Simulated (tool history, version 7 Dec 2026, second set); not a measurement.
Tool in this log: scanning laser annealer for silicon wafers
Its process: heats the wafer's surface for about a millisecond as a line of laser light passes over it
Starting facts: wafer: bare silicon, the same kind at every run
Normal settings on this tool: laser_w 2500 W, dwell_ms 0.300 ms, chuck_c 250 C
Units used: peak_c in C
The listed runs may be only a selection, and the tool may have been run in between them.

| run | hour | laser_w | dwell_ms | chuck_c | peak_c |
|---|---|---|---|---|---|
| 1 | 0.0 | 2500 | 0.300 | 250 | 962 |
| 2 | 37.7 | 2500 | 0.300 | 250 | 959 |
| 3 | 76.3 | 2500 | 0.300 | 250 | 963 |
| 4 | 106.8 | 2500 | 0.300 | 250 | 960 |
| 5 | 123.8 | 2500 | 0.300 | 250 | 960 |
| 6 | 149.7 | 2500 | 0.225 | 250 | 874 |
| 7 | 179.3 | 2500 | 0.225 | 250 | 872 |
| 8 | 198.9 | 2500 | 0.300 | 250 | 957 |
| 9 | 218.4 | 2215 | 0.300 | 250 | 856 |
| 10 | 254.3 | 2215 | 0.300 | 250 | 858 |
| 11 | 277.5 | 2500 | 0.300 | 239 | 950 |
| 12 | 300.3 | 2329 | 0.301 | 252 | 900 |
| 13 | 338.0 | 2329 | 0.301 | 252 | 901 |
| 14 | 377.1 | 2500 | 0.270 | 250 | 927 |
| 15 | 406.3 | 2500 | 0.294 | 236 | 941 |
| 16 | 426.4 | 2500 | 0.294 | 236 | 940 |
| 17 | 451.4 | 2500 | 0.294 | 236 | 940 |
|  | 464.4 | window over the wafer cleaned |
| 18 | 480.2 | 2500 | 0.294 | 236 | 941 |
| 19 | 503.9 | 2623 | 0.226 | 213 | 882 |
| 20 | 532.0 | 2623 | 0.226 | 287 | 954 |

5 options for the next run, each taken on its own from the tool as it stands now. Forecast them:
| A | 553.3 | 2601 | 0.300 | 250 | ? |
| B | 553.3 | 2280 | 0.226 | 225 | ? |
| C | 553.3 | 2590 | 0.376 | 241 | ? |
| D | 553.3 | 2183 | 0.330 | 247 | ? |
| E | 553.3 | 2623 | 0.339 | 211 | ? |

| run | peak_c |
|---|---|
| A | 1001 |
| B | 781 |
| C | 1066 |
| D | 868 |
| E | 1014 |
Without the tool's unlogged condition, the same runs would have read:
| run | peak_c |
|---|---|
| A | 1001 |
| B | 781 |
| C | 1066 |
| D | 868 |
| E | 1015 |
